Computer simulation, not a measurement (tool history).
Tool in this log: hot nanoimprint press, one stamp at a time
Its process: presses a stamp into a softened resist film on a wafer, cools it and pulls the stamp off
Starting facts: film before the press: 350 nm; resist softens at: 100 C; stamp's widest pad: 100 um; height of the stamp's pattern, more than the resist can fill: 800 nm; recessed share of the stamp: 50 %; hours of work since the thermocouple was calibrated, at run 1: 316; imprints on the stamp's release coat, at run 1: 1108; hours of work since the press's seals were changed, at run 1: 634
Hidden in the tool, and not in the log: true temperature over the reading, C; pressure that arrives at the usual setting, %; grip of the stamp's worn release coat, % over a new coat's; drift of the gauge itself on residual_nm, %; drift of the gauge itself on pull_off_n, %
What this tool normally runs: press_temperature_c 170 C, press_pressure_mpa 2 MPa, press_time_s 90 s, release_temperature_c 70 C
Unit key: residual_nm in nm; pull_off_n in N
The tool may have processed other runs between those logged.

run   hour  press_temperature_c  press_pressure_mpa  press_time_s  release_temperature_c  hours of work since the thermocouple was calibrated  imprints on the stamp's release coat  hours of work since the press's seals were changed  residual_nm  pull_off_n
  1      0                  170                   2            90                     70                                                  316                                  1108                                                 634        186.3         208
  2   23.6                  170                   2            90                     70                                                  326                                  1185                                                 644        185.7         210
  3   64.1                  170                   2            90                     70                                                  342                                  1317                                                 660        187.4         209
  4     98                  170                   2            68                     70                                                  356                                  1427                                                 674        201.9         213
  5  138.3                  170                   2            68                     70                                                  373                                  1559                                                 691          203         213
  6  160.3                  158                   2            68                     70                                                  382                                  1631                                                 700        263.7         207
  7  190.6                  158                   2            68                     70                                                  394                                  1729                                                 712        264.7         215
  8  222.2                  170                   2            90                     70                                                  407                                  1833                                                 725        186.7         210
  9  249.9                  158                   2            90                     70                                                  419                                  1923                                                 737        247.8         210
 10  288.2                  158                   2            90                     70                                                  435                                  2048                                                 752        248.5         209
       314  -- plate thermocouple calibrated
 11  334.6                  158                   2            90                     70                                                    8                                  2190                                                 770          247         206
     379.7  -- stamp cleaned and given a new release coat
 12  383.8                  170                   2            90                     70                                                   26                                    13                                                 788        188.2         207
 13  418.3                  170                   2            90                     70                                                   40                                   126                                                 802        186.6         211
 14  448.1                  170                   2            90                     70                                                   53                                   223                                                 814        186.8         208
 15  485.6                  162                1.53            54                     62                                                   68                                   346                                                 830        279.3         238
 16  529.5                  162                1.53            54                     62                                                   86                                   489                                                 848        278.3         239

Expected results for the next run?
 17  561.3                  162                1.53           122                     62                                                   99                                   593                                                 861            ?           ?

{"run 17": {"residual_nm": 234.9, "pull_off_n": 233}}
With no hidden state in the tool, this same run would have given residual_nm 234.7 nm, pull_off_n 233 N.

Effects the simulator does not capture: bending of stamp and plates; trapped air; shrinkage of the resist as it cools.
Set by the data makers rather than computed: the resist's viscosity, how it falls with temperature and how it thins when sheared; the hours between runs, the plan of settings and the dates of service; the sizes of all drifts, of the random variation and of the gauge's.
